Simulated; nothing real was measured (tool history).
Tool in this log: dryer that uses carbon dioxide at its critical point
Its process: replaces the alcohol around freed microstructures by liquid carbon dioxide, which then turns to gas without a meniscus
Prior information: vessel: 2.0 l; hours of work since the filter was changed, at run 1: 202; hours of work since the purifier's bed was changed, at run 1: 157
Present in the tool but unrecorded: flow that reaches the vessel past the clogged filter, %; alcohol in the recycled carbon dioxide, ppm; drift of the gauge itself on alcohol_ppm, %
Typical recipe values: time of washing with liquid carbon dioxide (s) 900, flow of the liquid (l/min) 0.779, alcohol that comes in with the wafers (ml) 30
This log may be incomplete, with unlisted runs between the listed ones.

run    day  time of washing with liquid carbon dioxide (s)  flow of the liquid (l/min)  alcohol that comes in with the wafers (ml)  hours of work since the filter was changed  hours of work since the purifier's bed was changed  alcohol left in the vessel before it's heated (ppm by volume)
  1      0                                             900                       0.779                                          30                                         202                                                 157                                                            145
  2  0.254                                             900                       0.779                                          30                                         205                                                 160                                                            162
  3  0.712                                             960                       0.779                                          30                                         211                                                 165                                                            125
  4  0.975                                             960                       0.779                                          30                                         214                                                 168                                                            115
  5  1.333                                             960                       0.779                                          30                                         218                                                 173                                                            126
  6  1.575                                             960                       0.779                                          30                                         221                                                 175                                                            131
  7  1.829                                             900                       0.779                                          30                                         224                                                 178                                                            165
  8  2.304                                             900                       0.779                                          30                                         229                                                 184                                                            169
  9   2.55                                             900                       1.295                                          30                                         232                                                 187                                                             38
 10  2.988                                             900                       1.295                                          30                                         237                                                 192                                                             38
 11  3.225                                             900                       1.295                                          30                                         240                                                 195                                                             33
 12  3.467                                            1380                       0.779                                          30                                         243                                                 198                                                             51
 13  3.879                                             660                       0.779                                          31                                         248                                                 202                                                            536
 14  4.162                                             660                       0.779                                          31                                         251                                                 206                                                            551
 15  4.533                                             660                       1.026                                         104                                         255                                                 210                                                            609
 16  4.729                                             540                       1.158                                          93                                         258                                                 212                                                            771
 17  4.933                                             540                       1.158                                          93                                         260                                                 215                                                            779
 18  5.188                                             660                       0.645                                          78                                         263                                                 218                                                           2419
 19  5.621                                             660                       0.645                                          78                                         268                                                 223                                                           2426

For run 20, what comes out?
 20  5.829                                             780                       0.789                                          78                                         270                                                 225                                                              ?

{"run 20": {"alcohol left in the vessel before it's heated (ppm by volume)": 699}}
With the hidden condition absent and the run-to-run variation left alone, this run would have shown alcohol left in the vessel before it's heated (ppm by volume) 375.
